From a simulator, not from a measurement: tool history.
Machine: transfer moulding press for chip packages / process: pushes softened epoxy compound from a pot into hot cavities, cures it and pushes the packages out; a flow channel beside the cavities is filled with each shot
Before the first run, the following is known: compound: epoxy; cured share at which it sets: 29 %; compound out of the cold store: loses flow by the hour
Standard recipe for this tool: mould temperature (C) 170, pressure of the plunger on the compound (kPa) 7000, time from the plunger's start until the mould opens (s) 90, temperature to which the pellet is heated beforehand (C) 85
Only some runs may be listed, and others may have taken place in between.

run   hour  mould temperature (C)  pressure of the plunger on the compound (kPa)  time from the plunger's start until the mould opens (s)  temperature to which the pellet is heated beforehand (C)  incoming compound's hours out of the cold store  length that the compound runs in the flow channel (mm)  greatest force on the pins that push the packages out (N)
  1    0.0                    170                                           7000                                                       90                                                        85                                             36.9                                                     493                                                        887
  2   15.9                    170                                           7000                                                       90                                                        85                                             20.9                                                     525                                                       1042
  3   32.6                    170                                           7000                                                       90                                                        85                                             47.6                                                     470                                                       1044
      53.2  -- cavities cleaned with cleaning compound and waxed
  4   54.9                    170                                           7000                                                       74                                                        85                                             12.2                                                     544                                                       1800
  5   68.2                    170                                           7000                                                       90                                                        81                                             41.8                                                     483                                                       1197
  6   83.6                    170                                           7000                                                       90                                                        81                                             16.8                                                     526                                                       1268
  7   95.0                    170                                           7000                                                       90                                                        81                                             42.2                                                     481                                                       1167
  8  114.5                    170                                           7000                                                       90                                                        78                                             44.1                                                     471                                                       1182
     128.0  -- cavities cleaned with cleaning compound and waxed
  9  133.6                    170                                           7000                                                       90                                                        78                                             34.8                                                     492                                                        662
 10  150.8                    170                                           7000                                                       90                                                        78                                             46.8                                                     468                                                        887
 11  166.2                    170                                           7000                                                       90                                                        85                                             15.7                                                     530                                                       1034
     175.7  -- mould's thermocouples calibrated
 12  184.1                    170                                           7000                                                       90                                                        81                                             47.8                                                     461                                                       1033
 13  197.6                    170                                           7000                                                       90                                                        81                                             18.3                                                     515                                                       1137
     203.3  -- cavities cleaned with cleaning compound and waxed, once more
     223.3  -- plunger's sealing rings changed
 14  229.4                    170                                           7000                                                       90                                                        81                                             25.9                                                     524                                                        860
 15  254.7                    170                                           7620                                                       90                                                        81                                             36.0                                                     518                                                       1030
 16  274.8                    170                                           6480                                                       74                                                        80                                             28.6                                                     491                                                       1644
     280.5  -- cavities cleaned with cleaning compound and waxed
 17  291.3                    172                                           7880                                                      103                                                        92                                             26.1                                                     544                                                        586
 18  316.3                    170                                           8010                                                       90                                                        79                                             33.6                                                     536                                                       1012
 19  328.2                    177                                           6060                                                       94                                                        94                                              9.1                                                     507                                                        816
     355.0  -- cavities cleaned with cleaning compound and waxed
 20  355.0                    168                                           7610                                                       94                                                        94                                              9.2                                                     575                                                        602
 21  371.2                    170                                           7760                                                       90                                                        95                                             15.0                                                     562                                                        829
 22  386.3                    177                                           6680                                                       90                                                        95                                             44.6                                                     461                                                        758
 23  410.4                    171                                           8700                                                       90                                                        86                                             39.2                                                     539                                                        994
     429.0  -- cavities cleaned with cleaning compound and waxed
 24  439.6                    170                                           7000                                                       70                                                        85                                             11.0                                                     540                                                       1343
 25  465.7                    170                                           8140                                                      122                                                        77                                             15.3                                                     572                                                        747
 26  481.6                    170                                           8140                                                      122                                                        77                                             28.7                                                     535                                                        793
     505.2  -- cavities cleaned with cleaning compound and waxed
 27  509.4                    176                                           6520                                                       93                                                        87                                             21.3                                                     487                                                        488

What if the next run were any one of these 4? Each begins from the tool's condition after run 27:
  A  536.8                    170                                           8620                                                      114                                                        83                                             26.4                                                       ?                                                          ?
  B  536.8                    170                                           7810                                                       90                                                        94                                             24.0                                                       ?                                                          ?
  C  536.8                    178                                           6520                                                       93                                                        87                                             22.0                                                       ?                                                          ?
  D  536.8                    170                                           5450                                                       90                                                        85                                             43.3                                                       ?                                                          ?

run  length that the compound runs in the flow channel (mm)  greatest force on the pins that push the packages out (N)
  A                                                     562                                                        732
  B                                                     535                                                        886
  C                                                     487                                                        718
  D                                                     415                                                        916
Without the tool's hidden state the same runs would have given:
run  length that the compound runs in the flow channel (mm)  greatest force on the pins that push the packages out (N)
  A                                                     582                                                        425
  B                                                     555                                                        511
  C                                                     505                                                        420
  D                                                     430                                                        525
